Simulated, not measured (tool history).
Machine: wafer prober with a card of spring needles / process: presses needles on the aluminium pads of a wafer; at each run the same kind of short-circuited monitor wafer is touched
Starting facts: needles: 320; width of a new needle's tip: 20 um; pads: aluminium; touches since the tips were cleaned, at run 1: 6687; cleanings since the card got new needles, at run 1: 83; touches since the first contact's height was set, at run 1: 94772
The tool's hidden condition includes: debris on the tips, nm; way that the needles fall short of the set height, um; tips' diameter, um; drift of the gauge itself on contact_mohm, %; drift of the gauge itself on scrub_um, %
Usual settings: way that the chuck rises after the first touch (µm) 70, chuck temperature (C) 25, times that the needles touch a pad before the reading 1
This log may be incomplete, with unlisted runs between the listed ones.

run   hour  way that the chuck rises after the first touch (µm)  chuck temperature (C)  times that the needles touch a pad before the reading  touches since the tips were cleaned  cleanings since the card got new needles  touches since the first contact's height was set  resistance of one needle with its contact and lead (mohm)  way that a needle slides on the pad (µm)
  1    0.0                                                   70                     25                                                      1                                 6687                                        83                                             94772                                                        250                                     17.32
       5.5  -- tips cleaned on abrasive film
      24.9  -- tips cleaned on abrasive film
      44.5  -- tips cleaned on abrasive film
  2   45.8                                                   70                     25                                                      1                                  663                                        86                                            118398                                                        221                                     17.29
      62.7  -- tips cleaned on abrasive film
      79.7  -- tips cleaned on abrasive film
  3   79.7                                                   55                     25                                                      1                                    0                                        88                                            135886                                                        214                                     13.51
      98.2  -- tips cleaned on abrasive film
     101.2  -- height of the first contact set anew
  4  105.9                                                   55                     25                                                      1                                 3796                                        89                                              2400                                                        258                                     13.81
     115.7  -- tips cleaned on abrasive film
     132.5  -- tips cleaned on abrasive film
     136.3  -- tips cleaned on abrasive film, once more
  5  141.9                                                   70                     25                                                      1                                 2892                                        92                                             20964                                                        233                                     17.53
     155.4  -- tips cleaned on abrasive film
  6  167.8                                                   70                     25                                                      1                                 6439                                        93                                             34331                                                        251                                     17.42
     173.1  -- tips cleaned on abrasive film
     190.8  -- tips cleaned on abrasive film
  7  207.3                                                   70                     25                                                      1                                 8574                                        95                                             54745                                                        260                                     17.41
     210.2  -- tips cleaned on abrasive film
     229.1  -- tips cleaned on abrasive film
  8  230.6                                                   70                     25                                                      1                                  780                                        97                                             66756                                                        221                                     17.32
     245.8  -- tips cleaned on abrasive film
     262.8  -- tips cleaned on abrasive film
  9  268.0                                                   70                     25                                                      1                                 2681                                        99                                             86044                                                        234                                     17.32
     280.6  -- tips cleaned on abrasive film
     298.2  -- tips cleaned on abrasive film
 10  309.7                                                   70                     25                                                      1                                 5983                                       101                                            107597                                                        249                                     17.35
     315.7  -- tips cleaned on abrasive film
     332.8  -- tips cleaned on abrasive film
     352.6  -- tips cleaned on abrasive film
 11  355.6                                                   70                     25                                                      1                                 1524                                       104                                            131259                                                        225                                     17.21
     370.2  -- tips cleaned on abrasive film
     384.6  -- height of the first contact set anew
 12  385.5                                                   70                     25                                                      1                                 7795                                       105                                               481                                                        251                                     17.58
     388.9  -- tips cleaned on abrasive film
     406.1  -- tips cleaned on abrasive film
 13  416.2                                                   70                     25                                                      1                                 5284                                       107                                             16318                                                        246                                     17.49
     425.3  -- tips cleaned on abrasive film
 14  441.8                                                   70                     25                                                      1                                 8564                                       108                                             29548                                                        255                                     17.46
     444.9  -- tips cleaned on abrasive film
     462.4  -- tips cleaned on abrasive film
     480.8  -- tips cleaned on abrasive film
 15  482.7                                                   70                     25                                                      1                                  998                                       111                                             50625                                                        219                                     17.44
     499.9  -- tips cleaned on abrasive film
 16  504.7                                                   70                     25                                                      2                                 2522                                       112                                             61999                                                        223                                     17.37
     517.8  -- tips cleaned on abrasive film
 17  532.9                                                   58                    102                                                      3                                 7866                                       113                                             76588                                                        251                                     14.35
     536.5  -- tips cleaned on abrasive film
     555.1  -- tips cleaned on abrasive film
     571.9  -- tips cleaned on abrasive film
 18  571.9                                                   87                    102                                                      3                                    0                                       116                                             96691                                                        224                                     21.56
     590.3  -- tips cleaned on abrasive film
 19  605.4                                                   79                     25                                                      2                                 7860                                       117                                            114011                                                        230                                     19.58
     609.4  -- tips cleaned on abrasive film
     627.2  -- tips cleaned on abrasive film
 20  637.6                                                   79                     25                                                      2                                 5420                                       119                                            130638                                                        226                                     19.49
     643.9  -- tips cleaned on abrasive film
     662.5  -- tips cleaned on abrasive film
     669.4  -- height of the first contact set anew
 21  675.0                                                   79                     70                                                      2                                 6325                                       121                                              2913                                                        240                                     19.79
     681.5  -- tips cleaned on abrasive film
 22  693.6                                                   79                     70                                                      2                                 6323                                       122                                             12542                                                        238                                     19.74
     699.4  -- tips cleaned on abrasive film
     717.8  -- tips cleaned on abrasive film
 23  717.8                                                   86                     70                                                      2                                    0                                       124                                             24955                                                        215                                     21.53
     736.6  -- tips cleaned on abrasive film
 24  746.2                                                   86                     70                                                      2                                 4971                                       125                                             39679                                                        233                                     21.48
     753.7  -- tips cleaned on abrasive film
 25  768.5                                                   86                     70                                                      2                                 7692                                       126                                             51180                                                        235                                     21.46
     772.7  -- tips cleaned on abrasive film
     793.2  -- tips cleaned on abrasive film
 26  797.9                                                   86                     70                                                      2                                 2467                                       128                                             66356                                                        225                                     21.47
     810.3  -- tips cleaned on abrasive film
 27  825.6                                                   86                     70                                                      2                                 7956                                       129                                             80692                                                        234                                     21.36
     829.3  -- tips cleaned on abrasive film
     849.0  -- tips cleaned on abrasive film
     866.1  -- tips cleaned on abrasive film
 28  869.0                                                   86                     27                                                      3                                 1504                                       132                                            103057                                                        215                                     21.34
     884.7  -- tips cleaned on abrasive film
 29  899.6                                                   79                     29                                                      2                                 7727                                       133                                            118881                                                        234                                     19.56

Entry by entry between the runs, the difference in hidden state between the last listed run before and the first listed run after:
After run 1, before run 2: tips cleaned on abrasive film (hour 5.5); tips cleaned on abrasive film (hour 24.9); tips cleaned on abrasive film (hour 44.5)
  debris on the tips, nm: 59.6 -> 13.7; way that the needles fall short of the set height, um: 0.79 -> 1.05; tips' diameter, um: 22.58 -> 23.56
  difference, measured minus the result without the unlogged condition, resistance of one needle with its contact and lead (mohm): +43 -> +12; way that a needle slides on the pad (µm): -0.20 -> -0.26
After run 2, before run 3: tips cleaned on abrasive film (hour 62.7); tips cleaned on abrasive film (hour 79.7)
  debris on the tips, nm: 13.7 -> 5.3; way that the needles fall short of the set height, um: 1.05 -> 1.22; tips' diameter, um: 23.56 -> 23.62
  difference, measured minus the result without the unlogged condition, resistance of one needle with its contact and lead (mohm): +12 -> +8; way that a needle slides on the pad (µm): -0.26 -> -0.30
After run 3, before run 4: tips cleaned on abrasive film (hour 98.2); height of the first contact set anew (hour 101.2)
  debris on the tips, nm: 5.3 -> 41.9; way that the needles fall short of the set height, um: 1.22 -> 0; tips' diameter, um: 23.62 -> 23.65
  difference, measured minus the result without the unlogged condition, resistance of one needle with its contact and lead (mohm): +8 -> +49; way that a needle slides on the pad (µm): -0.30 -> +0.00
After run 4, before run 5: tips cleaned on abrasive film (hour 115.7); tips cleaned on abrasive film (hour 132.5); tips cleaned on abrasive film, once more (hour 136.3)
  debris on the tips, nm: 41.9 -> 34.2; way that the needles fall short of the set height, um: 0 -> 0.3; tips' diameter, um: 23.65 -> 23.75
  difference, measured minus the result without the unlogged condition, resistance of one needle with its contact and lead (mohm): +49 -> +27; way that a needle slides on the pad (µm): +0.00 -> -0.08
After run 5, before run 6: tips cleaned on abrasive film (hour 155.4)
  debris on the tips, nm: 34.2 -> 58.3; way that the needles fall short of the set height, um: 0.3 -> 0.38; tips' diameter, um: 23.75 -> 23.78
  difference, measured minus the result without the unlogged condition, resistance of one needle with its contact and lead (mohm): +27 -> +46; way that a needle slides on the pad (µm): -0.08 -> -0.09
After run 6, before run 7: tips cleaned on abrasive film (hour 173.1); tips cleaned on abrasive film (hour 190.8)
  debris on the tips, nm: 58.3 -> 64.8; way that the needles fall short of the set height, um: 0.38 -> 0.55; tips' diameter, um: 23.78 -> 23.84
  difference, measured minus the result without the unlogged condition, resistance of one needle with its contact and lead (mohm): +46 -> +51; way that a needle slides on the pad (µm): -0.09 -> -0.13
After run 7, before run 8: tips cleaned on abrasive film (hour 210.2); tips cleaned on abrasive film (hour 229.1)
  debris on the tips, nm: 64.8 -> 17.8; way that the needles fall short of the set height, um: 0.55 -> 0.73; tips' diameter, um: 23.84 -> 23.9
  difference, measured minus the result without the unlogged condition, resistance of one needle with its contact and lead (mohm): +51 -> +15; way that a needle slides on the pad (µm): -0.13 -> -0.18
After run 8, before run 9: tips cleaned on abrasive film (hour 245.8); tips cleaned on abrasive film (hour 262.8)
  debris on the tips, nm: 17.8 -> 32.8; way that the needles fall short of the set height, um: 0.73 -> 0.94; tips' diameter, um: 23.9 -> 23.97
  difference, measured minus the result without the unlogged condition, resistance of one needle with its contact and lead (mohm): +15 -> +27; way that a needle slides on the pad (µm): -0.18 -> -0.23
After run 9, before run 10: tips cleaned on abrasive film (hour 280.6); tips cleaned on abrasive film (hour 298.2)
  debris on the tips, nm: 32.8 -> 58.5; way that the needles fall short of the set height, um: 0.94 -> 1.13; tips' diameter, um: 23.97 -> 24.04
  difference, measured minus the result without the unlogged condition, resistance of one needle with its contact and lead (mohm): +27 -> +46; way that a needle slides on the pad (µm): -0.23 -> -0.29
After run 10, before run 11: tips cleaned on abrasive film (hour 315.7); tips cleaned on abrasive film (hour 332.8); tips cleaned on abrasive film (hour 352.6)
  debris on the tips, nm: 58.5 -> 24.2; way that the needles fall short of the set height, um: 1.13 -> 1.46; tips' diameter, um: 24.04 -> 24.16
  difference, measured minus the result without the unlogged condition, resistance of one needle with its contact and lead (mohm): +46 -> +21; way that a needle slides on the pad (µm): -0.29 -> -0.37
After run 11, before run 12: tips cleaned on abrasive film (hour 370.2); height of the first contact set anew (hour 384.6)
  debris on the tips, nm: 24.2 -> 63.6; way that the needles fall short of the set height, um: 1.46 -> 0; tips' diameter, um: 24.16 -> 24.19
  difference, measured minus the result without the unlogged condition, resistance of one needle with its contact and lead (mohm): +21 -> +49; way that a needle slides on the pad (µm): -0.37 -> +0.00
After run 12, before run 13: tips cleaned on abrasive film (hour 388.9); tips cleaned on abrasive film (hour 406.1)
  debris on the tips, nm: 63.6 -> 50.5; way that the needles fall short of the set height, um: 0 -> 0.23; tips' diameter, um: 24.19 -> 24.27
  difference, measured minus the result without the unlogged condition, resistance of one needle with its contact and lead (mohm): +49 -> +40; way that a needle slides on the pad (µm): +0.00 -> -0.05
After run 13, before run 14: tips cleaned on abrasive film (hour 425.3)
  debris on the tips, nm: 50.5 -> 63.2; way that the needles fall short of the set height, um: 0.23 -> 0.31; tips' diameter, um: 24.27 -> 24.3
  difference, measured minus the result without the unlogged condition, resistance of one needle with its contact and lead (mohm): +40 -> +50; way that a needle slides on the pad (µm): -0.05 -> -0.08
After run 14, before run 15: tips cleaned on abrasive film (hour 444.9); tips cleaned on abrasive film (hour 462.4); tips cleaned on abrasive film (hour 480.8)
  debris on the tips, nm: 63.2 -> 20.6; way that the needles fall short of the set height, um: 0.31 -> 0.59; tips' diameter, um: 24.3 -> 24.4
  difference, measured minus the result without the unlogged condition, resistance of one needle with its contact and lead (mohm): +50 -> +17; way that a needle slides on the pad (µm): -0.08 -> -0.14
After run 15, before run 16: tips cleaned on abrasive film (hour 499.9)
  debris on the tips, nm: 20.6 -> 35.6; way that the needles fall short of the set height, um: 0.59 -> 0.7; tips' diameter, um: 24.4 -> 24.43
  difference, measured minus the result without the unlogged condition, resistance of one needle with its contact and lead (mohm): +17 -> +18; way that a needle slides on the pad (µm): -0.14 -> -0.18
After run 16, before run 17: tips cleaned on abrasive film (hour 517.8)
  debris on the tips, nm: 35.6 -> 61.4; way that the needles fall short of the set height, um: 0.7 -> 0.76; tips' diameter, um: 24.43 -> 24.46
  difference, measured minus the result without the unlogged condition, resistance of one needle with its contact and lead (mohm): +18 -> +24; way that a needle slides on the pad (µm): -0.18 -> -0.19
After run 17, before run 18: tips cleaned on abrasive film (hour 536.5); tips cleaned on abrasive film (hour 555.1); tips cleaned on abrasive film (hour 571.9)
  debris on the tips, nm: 61.4 -> 4.7; way that the needles fall short of the set height, um: 0.76 -> 1.07; tips' diameter, um: 24.46 -> 24.56
  difference, measured minus the result without the unlogged condition, resistance of one needle with its contact and lead (mohm): +24 -> +3; way that a needle slides on the pad (µm): -0.19 -> -0.27
After run 18, before run 19: tips cleaned on abrasive film (hour 590.3)
  debris on the tips, nm: 4.7 -> 61.6; way that the needles fall short of the set height, um: 1.07 -> 1.14; tips' diameter, um: 24.56 -> 24.59
  difference, measured minus the result without the unlogged condition, resistance of one needle with its contact and lead (mohm): +3 -> +25; way that a needle slides on the pad (µm): -0.27 -> -0.28
After run 19, before run 20: tips cleaned on abrasive film (hour 609.4); tips cleaned on abrasive film (hour 627.2)
  debris on the tips, nm: 61.6 -> 55.1; way that the needles fall short of the set height, um: 1.14 -> 1.31; tips' diameter, um: 24.59 -> 24.65
  difference, measured minus the result without the unlogged condition, resistance of one needle with its contact and lead (mohm): +25 -> +23; way that a needle slides on the pad (µm): -0.28 -> -0.33
After run 20, before run 21: tips cleaned on abrasive film (hour 643.9); tips cleaned on abrasive film (hour 662.5); height of the first contact set anew (hour 669.4)
  debris on the tips, nm: 55.1 -> 59.7; way that the needles fall short of the set height, um: 1.31 -> 0; tips' diameter, um: 24.65 -> 24.71
  difference, measured minus the result without the unlogged condition, resistance of one needle with its contact and lead (mohm): +23 -> +23; way that a needle slides on the pad (µm): -0.33 -> +0.00
After run 21, before run 22: tips cleaned on abrasive film (hour 681.5)
  debris on the tips, nm: 59.7 -> 55.8; way that the needles fall short of the set height, um: 0 -> 0.09; tips' diameter, um: 24.71 -> 24.74
  difference, measured minus the result without the unlogged condition, resistance of one needle with its contact and lead (mohm): +23 -> +21; way that a needle slides on the pad (µm): +0.00 -> -0.02
After run 22, before run 23: tips cleaned on abrasive film (hour 699.4); tips cleaned on abrasive film (hour 717.8)
  debris on the tips, nm: 55.8 -> 5.3; way that the needles fall short of the set height, um: 0.09 -> 0.26; tips' diameter, um: 24.74 -> 24.8
  difference, measured minus the result without the unlogged condition, resistance of one needle with its contact and lead (mohm): +21 -> +3; way that a needle slides on the pad (µm): -0.02 -> -0.06
After run 23, before run 24: tips cleaned on abrasive film (hour 736.6)
  debris on the tips, nm: 5.3 -> 52.5; way that the needles fall short of the set height, um: 0.26 -> 0.33; tips' diameter, um: 24.8 -> 24.83
  difference, measured minus the result without the unlogged condition, resistance of one needle with its contact and lead (mohm): +3 -> +18; way that a needle slides on the pad (µm): -0.06 -> -0.08
After run 24, before run 25: tips cleaned on abrasive film (hour 753.7)
  debris on the tips, nm: 52.5 -> 64.5; way that the needles fall short of the set height, um: 0.33 -> 0.44; tips' diameter, um: 24.83 -> 24.86
  difference, measured minus the result without the unlogged condition, resistance of one needle with its contact and lead (mohm): +18 -> +21; way that a needle slides on the pad (µm): -0.08 -> -0.11
After run 25, before run 26: tips cleaned on abrasive film (hour 772.7); tips cleaned on abrasive film (hour 793.2)
  debris on the tips, nm: 64.5 -> 31.2; way that the needles fall short of the set height, um: 0.44 -> 0.6; tips' diameter, um: 24.86 -> 24.92
  difference, measured minus the result without the unlogged condition, resistance of one needle with its contact and lead (mohm): +21 -> +11; way that a needle slides on the pad (µm): -0.11 -> -0.15
After run 26, before run 27: tips cleaned on abrasive film (hour 810.3)
  debris on the tips, nm: 31.2 -> 63.2; way that the needles fall short of the set height, um: 0.6 -> 0.71; tips' diameter, um: 24.92 -> 24.96
  difference, measured minus the result without the unlogged condition, resistance of one needle with its contact and lead (mohm): +11 -> +21; way that a needle slides on the pad (µm): -0.15 -> -0.18
After run 27, before run 28: tips cleaned on abrasive film (hour 829.3); tips cleaned on abrasive film (hour 849.0); tips cleaned on abrasive film (hour 866.1)
  debris on the tips, nm: 63.2 -> 23.4; way that the needles fall short of the set height, um: 0.71 -> 0.92; tips' diameter, um: 24.96 -> 25.03
  difference, measured minus the result without the unlogged condition, resistance of one needle with its contact and lead (mohm): +21 -> +7; way that a needle slides on the pad (µm): -0.18 -> -0.23
After run 28, before run 29: tips cleaned on abrasive film (hour 884.7)
  debris on the tips, nm: 23.4 -> 60.1; way that the needles fall short of the set height, um: 0.92 -> 1.01; tips' diameter, um: 25.03 -> 25.06
  difference, measured minus the result without the unlogged condition, resistance of one needle with its contact and lead (mohm): +7 -> +26; way that a needle slides on the pad (µm): -0.23 -> -0.26
